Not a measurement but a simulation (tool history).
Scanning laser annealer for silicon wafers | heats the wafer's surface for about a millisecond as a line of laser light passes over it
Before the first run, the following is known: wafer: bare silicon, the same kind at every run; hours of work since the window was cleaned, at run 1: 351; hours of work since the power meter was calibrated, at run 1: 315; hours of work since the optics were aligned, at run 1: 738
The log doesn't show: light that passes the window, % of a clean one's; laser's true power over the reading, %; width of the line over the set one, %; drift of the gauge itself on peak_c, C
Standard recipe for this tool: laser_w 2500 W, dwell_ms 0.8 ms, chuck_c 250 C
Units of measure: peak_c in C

run	hour	laser_w	dwell_ms	chuck_c	hours of work since the window was cleaned	hours of work since the power meter was calibrated	hours of work since the optics were aligned	peak_c
1	0	2500	0.8	250	351	315	738	974
2	17.5	2500	0.845	250	361	325	747	999
3	32.4	2500	0.845	250	369	333	756	995
4	51.5	2500	0.845	250	380	344	766	995
5	70.8	2500	0.845	250	391	355	777	999
6	90	2500	0.845	250	401	365	788	994
7	111.2	2500	0.845	287	413	377	800	1035
8	129.8	2500	0.8	212	424	388	810	935
9	140.7	2500	0.8	247	430	394	817	971
10	152.1	2500	0.8	247	436	400	823	969
11	166.6	2500	0.8	250	444	408	831	972
# hour 176.7: optics aligned, line set to its width
12	183.8	2500	0.8	250	451	415	4	977
13	201.8	2500	0.8	283	461	425	14	1010
14	218.6	2500	0.8	250	471	435	23	976
15	229.2	2500	0.8	285	477	441	29	1008
16	251.7	2500	0.8	285	489	453	42	1012
17	269.4	2500	0.8	227	499	463	52	952
18	291.8	2500	0.8	227	512	476	65	952
19	310.1	2500	0.8	227	522	486	75	953
20	321.5	2500	0.8	285	529	492	81	1014
21	343.1	2500	0.8	285	541	505	93	1008
22	354.8	2579	0.902	222	547	511	100	1026
23	370.6	2331	0.817	261	556	520	109	945
24	381.2	2661	0.8	228	562	526	115	997
25	394.3	2661	0.8	228	569	533	122	999
26	413.4	2661	0.8	228	580	544	133	998
27	424.2	2500	0.747	250	586	550	139	946
28	435.9	2725	0.578	253	593	557	145	903

Run 29, settings as shown, results not yet in. Your forecast:
29	448.5	2725	0.578	253	600	564	153	?

Run 29 yielded peak_c 907 C.
Had the tool carried no hidden state, the very same run would have given peak_c 918 C.

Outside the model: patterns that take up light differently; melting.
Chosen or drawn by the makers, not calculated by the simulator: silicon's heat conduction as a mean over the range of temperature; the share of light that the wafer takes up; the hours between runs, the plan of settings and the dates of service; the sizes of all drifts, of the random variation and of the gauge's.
